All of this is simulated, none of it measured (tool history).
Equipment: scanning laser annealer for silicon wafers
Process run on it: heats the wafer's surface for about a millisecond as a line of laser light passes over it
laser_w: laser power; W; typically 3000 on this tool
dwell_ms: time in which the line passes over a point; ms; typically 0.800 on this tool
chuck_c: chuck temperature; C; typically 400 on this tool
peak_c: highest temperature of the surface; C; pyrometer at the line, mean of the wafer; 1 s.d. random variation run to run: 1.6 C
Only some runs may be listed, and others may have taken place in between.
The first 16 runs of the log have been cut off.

Run 17, day 8.650: usual settings but dwell_ms 0.915 ms. Result: peak_c 1259 C.
Run 18, day 9.333: usual settings but chuck_c 401 C. Result: peak_c 1212 C.
Run 19, day 9.692: usual settings but chuck_c 376 C. Result: peak_c 1191 C.
Run 20, day 10.062: usual settings but chuck_c 376 C. Result: peak_c 1188 C.
Run 21, day 10.733: usual settings but laser_w 2915 W, chuck_c 411 C. Result: peak_c 1201 C.
Run 22, day 11.262: usual settings but laser_w 2649 W, dwell_ms 0.914 ms, chuck_c 424 C. Result: peak_c 1185 C.
Run 23, day 11.762: usual settings but laser_w 2649 W, dwell_ms 0.914 ms, chuck_c 424 C. Result: peak_c 1185 C.
Run 24, day 12.121: usual settings but laser_w 2649 W, dwell_ms 0.914 ms, chuck_c 424 C. Result: peak_c 1186 C.
Run 25, day 12.775: usual settings but laser_w 3112 W, dwell_ms 0.914 ms, chuck_c 395 C. Result: peak_c 1286 C.
Run 26, day 13.346: usual settings but laser_w 3176 W, dwell_ms 0.669 ms, chuck_c 409 C. Result: peak_c 1205 C.
Run 27, day 14.071: usual settings but laser_w 2554 W, dwell_ms 0.610 ms, chuck_c 431 C. Result: peak_c 1049 C.
Run 28, day 14.683: usual settings but laser_w 3296 W, dwell_ms 0.592 ms, chuck_c 428 C. Result: peak_c 1211 C.
Run 29, day 15.267: usual settings but laser_w 3043 W, dwell_ms 0.592 ms, chuck_c 413 C. Result: peak_c 1137 C.
Run 30, day 15.942: usual settings but laser_w 3043 W, dwell_ms 0.592 ms, chuck_c 413 C. Result: peak_c 1139 C.
Run 31, day 16.542: usual settings but laser_w 3033 W, dwell_ms 0.899 ms, chuck_c 426 C. Result: peak_c 1289 C.
Run 32, day 16.862: usual settings but laser_w 2918 W, dwell_ms 0.682 ms, chuck_c 367 C. Result: peak_c 1107 C.
Run 33, day 17.529: usual settings but laser_w 2944 W, dwell_ms 0.582 ms, chuck_c 377 C. Result: peak_c 1075 C.
Run 34, day 18.117: usual settings but dwell_ms 0.583 ms, chuck_c 417 C. Result: peak_c 1128 C.
Run 35, day 18.575: usual settings. Result: peak_c 1210 C.
Run 36, day 18.954: usual settings. Result: peak_c 1211 C.
Run 37, day 19.300: usual settings but dwell_ms 0.979 ms. Result: peak_c 1285 C.

Forecast each of these 4 alternatives for the next run:
Run A, day 19.996: usual settings but laser_w 3119 W, dwell_ms 0.979 ms. Result: peak_c ?.
Run B, day 19.996: usual settings but laser_w 3074 W, dwell_ms 0.633 ms, chuck_c 385 C. Result: peak_c ?.
Run C, day 19.996: usual settings but dwell_ms 0.758 ms, chuck_c 379 C. Result: peak_c ?.
Run D, day 19.996: usual settings but laser_w 2708 W, dwell_ms 0.946 ms, chuck_c 376 C. Result: peak_c ?.

run  peak_c
  A    1321
  B    1139
  C    1175
  D    1167
With no hidden state in the tool, these same runs would have given:
run  peak_c
  A    1322
  B    1140
  C    1175
  D    1167

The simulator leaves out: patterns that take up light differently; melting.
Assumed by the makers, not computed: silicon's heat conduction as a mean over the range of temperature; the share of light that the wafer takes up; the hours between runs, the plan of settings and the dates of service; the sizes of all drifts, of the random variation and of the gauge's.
